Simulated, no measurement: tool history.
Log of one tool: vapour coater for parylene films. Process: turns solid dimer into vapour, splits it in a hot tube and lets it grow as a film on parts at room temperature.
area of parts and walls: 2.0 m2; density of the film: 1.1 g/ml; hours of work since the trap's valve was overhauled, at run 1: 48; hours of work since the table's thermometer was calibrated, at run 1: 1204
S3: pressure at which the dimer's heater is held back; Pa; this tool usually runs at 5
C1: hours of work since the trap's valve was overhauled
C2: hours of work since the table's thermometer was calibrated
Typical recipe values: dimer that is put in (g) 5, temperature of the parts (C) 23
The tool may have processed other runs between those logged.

Run 1, day 0: usual settings; C1 48; C2 1204. Result: thickness of the film (µm) 1.07.
Run 2, day 1.983: usual settings but S3 5.54 Pa; C1 82; C2 1238. Result: thickness of the film (µm) 1.02.
Run 3, day 4.292: usual settings but S3 5.54 Pa; C1 122; C2 1278. Result: thickness of the film (µm) 0.99.
Run 4, day 5.8: usual settings but S3 10.67 Pa; C1 148; C2 1304. Result: thickness of the film (µm) 0.86.
Run 5, day 7.425: usual settings but S3 10.67 Pa; C1 176; C2 1332. Result: thickness of the film (µm) 0.92.
Run 6, day 8.621: usual settings; C1 196; C2 1352. Result: thickness of the film (µm) 1.
Run 7, day 10.562: usual settings; C1 230; C2 1386. Result: thickness of the film (µm) 1.01.
Run 8, day 11.75: usual settings but temperature of the parts (C) 16; C1 250; C2 1406. Result: thickness of the film (µm) 1.43.
At day 11.917: table's thermometer calibrated.
Run 9, day 13.108: usual settings but temperature of the parts (C) 16; C1 273; C2 21. Result: thickness of the film (µm) 1.49.
Run 10, day 15.704: usual settings; C1 318; C2 65. Result: thickness of the film (µm) 0.99.
Run 11, day 17.671: usual settings but dimer that is put in (g) 3; C1 352; C2 99. Result: thickness of the film (µm) 0.63.
Run 12, day 20.383: usual settings but dimer that is put in (g) 3; C1 399; C2 146. Result: thickness of the film (µm) 0.6.
Run 13, day 22.833: usual settings but dimer that is put in (g) 9; C1 441; C2 188. Result: thickness of the film (µm) 1.81.
Run 14, day 24.129: usual settings but dimer that is put in (g) 9; C1 463; C2 211. Result: thickness of the film (µm) 1.75.
Run 15, day 25.579: usual settings but dimer that is put in (g) 9; C1 488; C2 236. Result: thickness of the film (µm) 1.8.
At day 25.942: trap's valve overhauled.
Run 16, day 27.088: usual settings but temperature of the parts (C) 27; C1 20; C2 259. Result: thickness of the film (µm) 0.91.
Run 17, day 28.908: usual settings but S3 2.01 Pa; C1 51; C2 290. Result: thickness of the film (µm) 1.31.
Run 18, day 31.292: usual settings but dimer that is put in (g) 3, temperature of the parts (C) 17, S3 2.41 Pa; C1 92; C2 331. Result: thickness of the film (µm) 1.04.
Run 19, day 32.558: usual settings but dimer that is put in (g) 2, S3 6.56 Pa; C1 114; C2 353. Result: thickness of the film (µm) 0.4.
Run 20, day 35.333: usual settings but dimer that is put in (g) 2, S3 6.56 Pa; C1 162; C2 401. Result: thickness of the film (µm) 0.38.
Run 21, day 37.1: usual settings but dimer that is put in (g) 3, temperature of the parts (C) 20, S3 6.56 Pa; C1 192; C2 431. Result: thickness of the film (µm) 0.71.
Run 22, day 39.033: usual settings but dimer that is put in (g) 3, temperature of the parts (C) 20, S3 6.83 Pa; C1 226; C2 465. Result: thickness of the film (µm) 0.69.
Run 23, day 41.867: usual settings but temperature of the parts (C) 32; C1 274; C2 513. Result: thickness of the film (µm) 0.67.
Run 24, day 44.208: usual settings but dimer that is put in (g) 3, temperature of the parts (C) 27, S3 4.2 Pa; C1 315; C2 554. Result: thickness of the film (µm) 0.53.
Run 25, day 46.975: usual settings but S3 3.27 Pa; C1 363; C2 601. Result: thickness of the film (µm) 1.06.
Run 26, day 48.329: usual settings but temperature of the parts (C) 29, S3 3.28 Pa; C1 386; C2 625. Result: thickness of the film (µm) 0.81.
Run 27, day 50.979: usual settings but dimer that is put in (g) 4, temperature of the parts (C) 25, S3 6.75 Pa; C1 432; C2 670. Result: thickness of the film (µm) 0.7.
Run 28, day 53.604: usual settings but dimer that is put in (g) 2, temperature of the parts (C) 34, S3 3.64 Pa; C1 477; C2 716. Result: thickness of the film (µm) 0.27.
At day 54.467: trap's valve overhauled.
Run 29, day 55.212: usual settings but temperature of the parts (C) 16, S3 6.07 Pa; C1 13; C2 741. Result: thickness of the film (µm) 1.45.
Run 30, day 57.979: usual settings but dimer that is put in (g) 8, S3 3.12 Pa; C1 61; C2 788. Result: thickness of the film (µm) 1.91.
Run 31, day 59.483: usual settings but dimer that is put in (g) 3, S3 2.27 Pa; C1 86; C2 814. Result: thickness of the film (µm) 0.72.
Run 32, day 62.129: usual settings but dimer that is put in (g) 3, S3 2.27 Pa; C1 132; C2 860. Result: thickness of the film (µm) 0.74.
Run 33, day 63.583: usual settings but dimer that is put in (g) 3, S3 2.27 Pa; C1 157; C2 885. Result: thickness of the film (µm) 0.73.
Run 34, day 65.646: usual settings but dimer that is put in (g) 3, S3 11.14 Pa; C1 193; C2 920. Result: thickness of the film (µm) 0.55.

5 ways to go on from here, each from the tool as it stands after run 34. What would each give?
Run A, day 66.821: usual settings but dimer that is put in (g) 2, temperature of the parts (C) 16, S3 2.4 Pa; C1 213; C2 941. Result: thickness of the film (µm) ?.
Run B, day 66.821: usual settings but dimer that is put in (g) 4, temperature of the parts (C) 18, S3 2.54 Pa; C1 213; C2 941. Result: thickness of the film (µm) ?.
Run C, day 66.821: usual settings but dimer that is put in (g) 2, S3 10.13 Pa; C1 213; C2 941. Result: thickness of the film (µm) ?.
Run D, day 66.821: usual settings but dimer that is put in (g) 6, S3 7.89 Pa; C1 213; C2 941. Result: thickness of the film (µm) ?.
Run E, day 66.821: usual settings but dimer that is put in (g) 9, S3 9.02 Pa; C1 213; C2 941. Result: thickness of the film (µm) ?.

run  thickness of the film (µm)
  A                        0.67
  B                        1.21
  C                        0.36
  D                         1.1
  E                        1.66
Take away the tool's hidden state, keep each run's random variation, and the runs would have read:
run  thickness of the film (µm)
  A                        0.75
  B                        1.34
  C                         0.4
  D                        1.22
  E                        1.84

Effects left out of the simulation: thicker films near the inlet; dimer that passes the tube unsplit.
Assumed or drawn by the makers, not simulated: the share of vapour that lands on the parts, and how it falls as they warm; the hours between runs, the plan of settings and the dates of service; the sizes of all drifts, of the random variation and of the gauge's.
